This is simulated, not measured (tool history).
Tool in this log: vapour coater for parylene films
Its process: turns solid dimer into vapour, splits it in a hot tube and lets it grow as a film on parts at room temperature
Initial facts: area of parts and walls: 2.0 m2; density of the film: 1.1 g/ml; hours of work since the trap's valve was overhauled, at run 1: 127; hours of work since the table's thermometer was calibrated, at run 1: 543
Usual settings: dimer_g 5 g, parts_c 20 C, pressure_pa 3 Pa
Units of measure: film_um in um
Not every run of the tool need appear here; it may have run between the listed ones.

| run | hour | dimer_g | parts_c | pressure_pa | hours of work since the trap's valve was overhauled | hours of work since the table's thermometer was calibrated | film_um |
|---|---|---|---|---|---|---|---|
| 1 | 0 | 5 | 20 | 3 | 127 | 543 | 1.25 |
| 2 | 37.5 | 7 | 20 | 3 | 145 | 561 | 1.71 |
| 3 | 75.5 | 7 | 20 | 3 | 163 | 580 | 1.71 |
| 4 | 110.7 | 7 | 20 | 7.19 | 180 | 597 | 1.58 |
| 5 | 132.4 | 2 | 20 | 3 | 191 | 607 | 0.52 |
| 6 | 161.6 | 5 | 19 | 3 | 205 | 621 | 1.28 |
| 7 | 197.7 | 5 | 19 | 3 | 222 | 639 | 1.27 |
| 8 | 230.3 | 5 | 19 | 3 | 238 | 654 | 1.24 |
| 9 | 249.6 | 5 | 19 | 3 | 247 | 664 | 1.26 |
| 10 | 287.7 | 5 | 19 | 3 | 266 | 682 | 1.26 |
| 11 | 308.6 | 5 | 20 | 8.35 | 276 | 692 | 1.14 |
| 12 | 329.5 | 5 | 20 | 8.35 | 286 | 702 | 1.11 |
| 13 | 354.2 | 5 | 20 | 8.35 | 298 | 714 | 1.11 |
| 14 | 395.6 | 5 | 16 | 3 | 318 | 735 | 1.3 |
| 15 | 429.5 | 5 | 20 | 3.87 | 335 | 751 | 1.17 |
|  | 454.2 | trap's valve overhauled |
| 16 | 457.8 | 7 | 23 | 8 | 2 | 763 | 1.49 |
| 17 | 481.4 | 4 | 22 | 8.29 | 13 | 774 | 0.85 |
| 18 | 510.2 | 4 | 12 | 2.58 | 27 | 788 | 1.2 |

4 ways to go on from here, each from the tool as it stands after run 18. What would each give?
| A | 551.3 | 2 | 17 | 7.53 | 47 | 808 | ? |
| B | 551.3 | 5 | 12 | 2.58 | 47 | 808 | ? |
| C | 551.3 | 4 | 12 | 6.63 | 47 | 808 | ? |
| D | 551.3 | 5 | 30 | 2 | 47 | 808 | ? |

| run | film_um |
|---|---|
| A | 0.47 |
| B | 1.46 |
| C | 1.07 |
| D | 1.03 |
The same runs, with their run-to-run variation unchanged, on a tool lacking any hidden condition would have given:
| run | film_um |
|---|---|
| A | 0.47 |
| B | 1.47 |
| C | 1.08 |
| D | 1.04 |
